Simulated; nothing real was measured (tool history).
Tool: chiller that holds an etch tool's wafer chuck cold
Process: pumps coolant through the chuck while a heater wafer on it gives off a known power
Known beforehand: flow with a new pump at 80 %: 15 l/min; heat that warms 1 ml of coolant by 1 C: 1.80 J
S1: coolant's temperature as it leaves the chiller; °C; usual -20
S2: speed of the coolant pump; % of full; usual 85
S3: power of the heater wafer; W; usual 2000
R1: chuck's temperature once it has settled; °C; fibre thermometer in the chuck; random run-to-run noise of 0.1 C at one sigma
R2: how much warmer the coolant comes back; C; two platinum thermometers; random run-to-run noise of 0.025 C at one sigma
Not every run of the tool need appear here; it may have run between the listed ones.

| run | hour | S1 | S2 | S3 | R1 | R2 |
|---|---|---|---|---|---|---|
| 1 | 0 | -20 | 85 | 2000 | -7.1 | 4.16 |
| 2 | 53.6 | -20 | 85 | 1171 | -12.4 | 2.42 |
| 3 | 102.4 | -20 | 85 | 1171 | -12.4 | 2.41 |
| 4 | 204.9 | -20 | 85 | 1171 | -12.3 | 2.38 |
| 5 | 258.5 | -20 | 85 | 1171 | -12.3 | 2.43 |
| 6 | 343.6 | -20 | 85 | 1171 | -12.4 | 2.44 |
| 7 | 397.6 | -20 | 85 | 1171 | -12.4 | 2.36 |
| 8 | 461.9 | -17 | 85 | 1171 | -9.5 | 2.41 |
| 9 | 540.2 | -17 | 85 | 1171 | -9.5 | 2.38 |
|  | 642.5 | coolant changed, channels flushed |
| 10 | 655.9 | -17 | 85 | 1171 | -9.4 | 2.43 |
| 11 | 731.3 | -17 | 85 | 1171 | -9.3 | 2.38 |
| 12 | 835.3 | -21 | 85 | 2000 | -8.1 | 4.13 |
| 13 | 906.4 | -20 | 85 | 2841 | -1.5 | 5.78 |
| 14 | 1020.5 | -20 | 85 | 2000 | -6.8 | 4.07 |
| 15 | 1136.3 | -20 | 85 | 2000 | -7.2 | 4.03 |
| 16 | 1246.7 | -20 | 85 | 2000 | -7 | 4.09 |
| 17 | 1344.6 | -20 | 85 | 2000 | -7.3 | 3.95 |
| 18 | 1429.4 | -24 | 69 | 1967 | -9.3 | 4.96 |
| 19 | 1506.8 | -27 | 67 | 1495 | -15.7 | 3.81 |
| 20 | 1610.4 | -25 | 68 | 1372 | -14.7 | 3.43 |
|  | 1694.6 | gauge calibrated |
| 21 | 1695.1 | -25 | 71 | 1372 | -14.9 | 3.46 |
| 22 | 1745.2 | -25 | 77 | 2000 | -11.4 | 4.63 |
| 23 | 1846.8 | -20 | 72 | 2018 | -5.3 | 4.97 |
| 24 | 1940.3 | -20 | 91 | 1699 | -9.4 | 3.3 |
| 25 | 2012.5 | -20 | 91 | 1699 | -9.7 | 3.3 |
| 26 | 2083 | -20 | 69 | 2000 | -5.2 | 5.15 |
| 27 | 2168 | -20 | 69 | 2000 | -5 | 5.18 |
| 28 | 2281.7 | -20 | 74 | 2000 | -5.8 | 4.71 |
| 29 | 2358.5 | -20 | 90 | 1653 | -9.9 | 3.17 |

What does the tool deliver on the next run?
| 30 | 2452.1 | -20 | 90 | 2649 | ? | ? |

{"run 30": {"R1": -3.7, "R2": 5.14}}
With no hidden state in the tool, this same run would have given R1 -3.7 °C, R2 5.22 C.
